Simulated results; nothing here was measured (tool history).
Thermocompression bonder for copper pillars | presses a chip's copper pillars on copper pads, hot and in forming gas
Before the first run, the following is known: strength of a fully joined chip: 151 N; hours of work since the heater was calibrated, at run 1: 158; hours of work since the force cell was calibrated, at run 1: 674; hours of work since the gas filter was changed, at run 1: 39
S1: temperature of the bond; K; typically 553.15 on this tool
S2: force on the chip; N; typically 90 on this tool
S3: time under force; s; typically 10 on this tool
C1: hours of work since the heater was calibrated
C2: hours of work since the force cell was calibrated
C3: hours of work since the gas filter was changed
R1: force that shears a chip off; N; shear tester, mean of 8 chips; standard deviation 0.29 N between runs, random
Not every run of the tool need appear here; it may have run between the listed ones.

run	hour	S1	S2	S3	C1	C2	C3	R1
1	0.0	553.15	90	10	158	674	39	50.3
2	5.5	553.15	90	10	162	679	44	50.3
3	12.5	581.15	90	10	168	684	49	71.4
4	19.2	581.15	90	10	173	689	55	71.2
5	26.4	581.15	90	16	179	695	60	82.2
6	37.9	553.15	119	10	188	704	70	60.4
7	45.9	553.15	56	10	194	711	76	34.3
8	55.6	553.15	90	10	202	718	84	48.6
9	63.5	553.15	58	10	208	725	90	34.5
10	72.0	553.15	90	10	215	731	97	48.5
# hour 74.8: heater calibrated with a thermocouple chip
11	79.4	556.15	108	15	4	736	101	67.8
12	90.7	529.15	108	10	13	745	110	39.4
13	101.9	569.15	80	15	22	754	119	63.4
14	110.4	530.15	90	8	28	760	126	30.9
15	121.9	548.15	88	7	37	769	135	37.7
# hour 126.3: forming gas filter changed
# hour 130.6: heater calibrated with a thermocouple chip, once more
16	135.2	529.15	90	10	4	778	5	34.3
17	143.6	529.15	95	10	10	785	12	35.4
18	150.5	551.15	81	9	16	790	18	41.7
19	161.4	553.15	74	5	24	799	26	31.1
20	169.7	553.15	112	17	31	805	33	69.9

Alternative continuations, all from the tool just after run 20; predict every row:
A	175.1	564.15	90	6	35	810	37	?
B	175.1	547.15	122	24	35	810	37	?
C	175.1	553.15	112	11	35	810	37	?

run	R1
A	45.7
B	77.1
C	58.8
With the hidden condition removed and each run's random variation left untouched, the same runs would have given:
run	R1
A	49.7
B	83.0
C	63.8

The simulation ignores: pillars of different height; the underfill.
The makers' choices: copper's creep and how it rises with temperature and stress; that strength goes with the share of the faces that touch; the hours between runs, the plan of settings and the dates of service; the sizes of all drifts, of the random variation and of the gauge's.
